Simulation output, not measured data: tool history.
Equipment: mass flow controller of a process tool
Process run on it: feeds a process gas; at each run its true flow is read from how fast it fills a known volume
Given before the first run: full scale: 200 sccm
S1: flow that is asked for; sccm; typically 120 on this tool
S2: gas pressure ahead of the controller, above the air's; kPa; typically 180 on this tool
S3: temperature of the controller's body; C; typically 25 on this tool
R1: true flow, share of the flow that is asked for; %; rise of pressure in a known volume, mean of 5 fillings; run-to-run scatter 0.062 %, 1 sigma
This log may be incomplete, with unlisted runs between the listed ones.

run	hour	S1	S2	S3	R1
1	0	120	180	25	99.16
2	56.3	120	180	25	99.16
3	105.1	120	180	25	99.16
4	157.3	120	180	25	99.11
5	224.5	25	180	25	98.73
6	281	120	180	25	99.15
7	329.7	120	180	25	99.13
8	383.3	98	180	25	98.94
9	458.3	120	180	25	99.21
10	525.4	120	180	25	99.21
11	575.8	120	180	25	99.17
12	635.1	27	206	30	98.85
13	700.4	31	147	21	98.77
14	780.8	120	161	25	99.04
15	857	56	161	25	98.6
16	930.1	116	202	30	98.88
17	976	104	180	40	97.99
18	1020.2	102	142	28	98.59
19	1090.7	21	174	25	98.97
20	1161.5	21	174	25	99.01
21	1239	76	180	22	99
22	1289.9	76	180	22	98.95

Withheld: 2 entries from between the runs. Position of each, and hidden state at the listed run before versus the listed run after:
From run 10 to run 11: controller's zero set anew (hour 529.3)
  flow at rest that the sensor doesn't see, % of full scale: 0.085 -> 0.108; true flow over the shown one, %: -0.18 -> -0.19
  measured value less the no-hidden-state value, R1: -0.04 -> -0.01 %
From run 12 to run 13: controller's zero set anew, once more (hour 646.7)
  flow at rest that the sensor doesn't see, % of full scale: 0.114 -> 0.061
  measured value less the no-hidden-state value, R1: +0.64 -> +0.18 %
